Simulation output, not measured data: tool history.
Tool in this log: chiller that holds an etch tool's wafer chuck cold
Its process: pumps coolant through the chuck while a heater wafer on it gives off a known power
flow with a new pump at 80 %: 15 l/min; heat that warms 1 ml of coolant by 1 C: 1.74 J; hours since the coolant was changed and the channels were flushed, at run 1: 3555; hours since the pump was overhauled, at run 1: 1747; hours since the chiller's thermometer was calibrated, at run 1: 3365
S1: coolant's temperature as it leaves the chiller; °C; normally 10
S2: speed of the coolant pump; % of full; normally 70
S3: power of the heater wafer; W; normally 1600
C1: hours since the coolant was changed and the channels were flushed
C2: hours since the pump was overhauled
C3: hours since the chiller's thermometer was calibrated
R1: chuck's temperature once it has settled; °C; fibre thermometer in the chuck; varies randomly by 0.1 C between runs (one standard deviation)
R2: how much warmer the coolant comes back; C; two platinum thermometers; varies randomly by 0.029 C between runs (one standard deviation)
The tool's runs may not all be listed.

{"run": 1, "hour": 0.0, "S1": 10, "S2": 70, "S3": 1600, "C1": 3555, "C2": 1747, "C3": 3365, "R1": 27.0, "R2": 4.38}
{"run": 2, "hour": 30.7, "S1": 10, "S2": 70, "S3": 1600, "C1": 3586, "C2": 1778, "C3": 3396, "R1": 27.2, "R2": 4.33}
{"run": 3, "hour": 64.2, "S1": 10, "S2": 70, "S3": 1600, "C1": 3620, "C2": 1812, "C3": 3429, "R1": 27.4, "R2": 4.37}
{"run": 4, "hour": 132.6, "S1": 14, "S2": 70, "S3": 1600, "C1": 3688, "C2": 1880, "C3": 3498, "R1": 31.2, "R2": 4.27}
{"run": 5, "hour": 171.4, "S1": 19, "S2": 70, "S3": 1600, "C1": 3727, "C2": 1919, "C3": 3537, "R1": 36.3, "R2": 4.37}
{"run": 6, "hour": 221.5, "S1": 19, "S2": 70, "S3": 1600, "C1": 3777, "C2": 1969, "C3": 3587, "R1": 36.4, "R2": 4.31}
{"run": 7, "hour": 278.9, "S1": 19, "S2": 70, "S3": 1600, "C1": 3834, "C2": 2026, "C3": 3644, "R1": 36.5, "R2": 4.41}
{"run": 8, "hour": 318.7, "S1": 19, "S2": 70, "S3": 1600, "C1": 3874, "C2": 2066, "C3": 3684, "R1": 36.5, "R2": 4.33}
{"run": 9, "hour": 382.6, "S1": 19, "S2": 70, "S3": 1600, "C1": 3938, "C2": 2130, "C3": 3748, "R1": 36.6, "R2": 4.38}
{"run": 10, "hour": 432.8, "S1": 19, "S2": 70, "S3": 1085, "C1": 3988, "C2": 2180, "C3": 3798, "R1": 30.7, "R2": 2.99}
{"run": 11, "hour": 495.7, "S1": 19, "S2": 70, "S3": 1085, "C1": 4051, "C2": 2243, "C3": 3861, "R1": 30.9, "R2": 2.95}
{"run": 12, "hour": 528.0, "S1": 19, "S2": 70, "S3": 1085, "C1": 4083, "C2": 2275, "C3": 3893, "R1": 30.8, "R2": 2.94}
{"run": 13, "hour": 579.5, "S1": 9, "S2": 70, "S3": 1085, "C1": 4135, "C2": 2327, "C3": 3945, "R1": 20.6, "R2": 2.96}
{"run": 14, "hour": 641.5, "S1": 10, "S2": 70, "S3": 1600, "C1": 4197, "C2": 2389, "C3": 4007, "R1": 27.9, "R2": 4.37}
{"run": 15, "hour": 712.8, "S1": 10, "S2": 70, "S3": 1600, "C1": 4268, "C2": 2460, "C3": 4078, "R1": 28.2, "R2": 4.38}
{"run": 16, "hour": 748.1, "S1": 18, "S2": 70, "S3": 1600, "C1": 4304, "C2": 2495, "C3": 4113, "R1": 36.2, "R2": 4.44}
{"hour": 754.1, "done": "chiller's thermometer calibrated"}
{"run": 17, "hour": 784.7, "S1": 19, "S2": 85, "S3": 1608, "C1": 4339, "C2": 2531, "C3": 31, "R1": 34.8, "R2": 3.65}
{"run": 18, "hour": 830.7, "S1": 10, "S2": 67, "S3": 2317, "C1": 4385, "C2": 2577, "C3": 77, "R1": 36.5, "R2": 6.71}
{"hour": 871.0, "done": "coolant changed, channels flushed"}
{"run": 19, "hour": 888.2, "S1": 10, "S2": 67, "S3": 2317, "C1": 17, "C2": 2629, "C3": 128, "R1": 32.0, "R2": 6.68}
{"run": 20, "hour": 958.5, "S1": 10, "S2": 70, "S3": 2118, "C1": 87, "C2": 2699, "C3": 198, "R1": 29.5, "R2": 5.84}
{"run": 21, "hour": 1007.9, "S1": 16, "S2": 70, "S3": 2077, "C1": 137, "C2": 2748, "C3": 248, "R1": 35.0, "R2": 5.76}
{"hour": 1037.8, "done": "chiller's thermometer calibrated, once more"}
{"run": 22, "hour": 1057.5, "S1": 0, "S2": 68, "S3": 1444, "C1": 185, "C2": 2797, "C3": 20, "R1": 14.4, "R2": 4.15}
{"run": 23, "hour": 1113.7, "S1": 0, "S2": 99, "S3": 896, "C1": 242, "C2": 2853, "C3": 76, "R1": 7.3, "R2": 1.72}
{"run": 24, "hour": 1152.0, "S1": 10, "S2": 77, "S3": 1407, "C1": 280, "C2": 2891, "C3": 114, "R1": 22.9, "R2": 3.59}
{"run": 25, "hour": 1190.3, "S1": 19, "S2": 90, "S3": 1407, "C1": 318, "C2": 2930, "C3": 153, "R1": 31.0, "R2": 3.08}
{"run": 26, "hour": 1230.7, "S1": 8, "S2": 76, "S3": 1600, "C1": 359, "C2": 2970, "C3": 193, "R1": 22.9, "R2": 4.1}
{"run": 27, "hour": 1271.6, "S1": 8, "S2": 76, "S3": 1600, "C1": 400, "C2": 3011, "C3": 234, "R1": 22.9, "R2": 4.14}
{"run": 28, "hour": 1325.2, "S1": 8, "S2": 61, "S3": 1600, "C1": 453, "C2": 3065, "C3": 287, "R1": 24.9, "R2": 5.12}
{"run": 29, "hour": 1392.1, "S1": 16, "S2": 78, "S3": 1272, "C1": 520, "C2": 3131, "C3": 354, "R1": 28.0, "R2": 3.18}
{"run": 30, "hour": 1430.6, "S1": 10, "S2": 66, "S3": 1188, "C1": 559, "C2": 3170, "C3": 393, "R1": 22.0, "R2": 3.49}
{"run": 31, "hour": 1461.4, "S1": 6, "S2": 97, "S3": 1600, "C1": 589, "C2": 3201, "C3": 424, "R1": 19.3, "R2": 3.28}

Forecast each of these 5 alternatives for the next run:
{"run": "A", "hour": 1499.4, "S1": 4, "S2": 63, "S3": 1600, "C1": 627, "C2": 3239, "C3": 462, "R1": "?", "R2": "?"}
{"run": "B", "hour": 1499.4, "S1": 6, "S2": 72, "S3": 1600, "C1": 627, "C2": 3239, "C3": 462, "R1": "?", "R2": "?"}
{"run": "C", "hour": 1499.4, "S1": 17, "S2": 62, "S3": 1646, "C1": 627, "C2": 3239, "C3": 462, "R1": "?", "R2": "?"}
{"run": "D", "hour": 1499.4, "S1": 1, "S2": 94, "S3": 1997, "C1": 627, "C2": 3239, "C3": 462, "R1": "?", "R2": "?"}
{"run": "E", "hour": 1499.4, "S1": 2, "S2": 69, "S3": 1600, "C1": 627, "C2": 3239, "C3": 462, "R1": "?", "R2": "?"}

run=A R1=20.8 R2=4.97
run=B R1=21.6 R2=4.34
run=C R1=34.4 R2=5.21
run=D R1=17.8 R2=4.21
run=E R1=17.9 R2=4.56
Without the tool's hidden state the same runs would have given:
run=A R1=19.8 R2=4.65
run=B R1=20.7 R2=4.06
run=C R1=33.4 R2=4.87
run=D R1=16.8 R2=3.94
run=E R1=16.9 R2=4.27

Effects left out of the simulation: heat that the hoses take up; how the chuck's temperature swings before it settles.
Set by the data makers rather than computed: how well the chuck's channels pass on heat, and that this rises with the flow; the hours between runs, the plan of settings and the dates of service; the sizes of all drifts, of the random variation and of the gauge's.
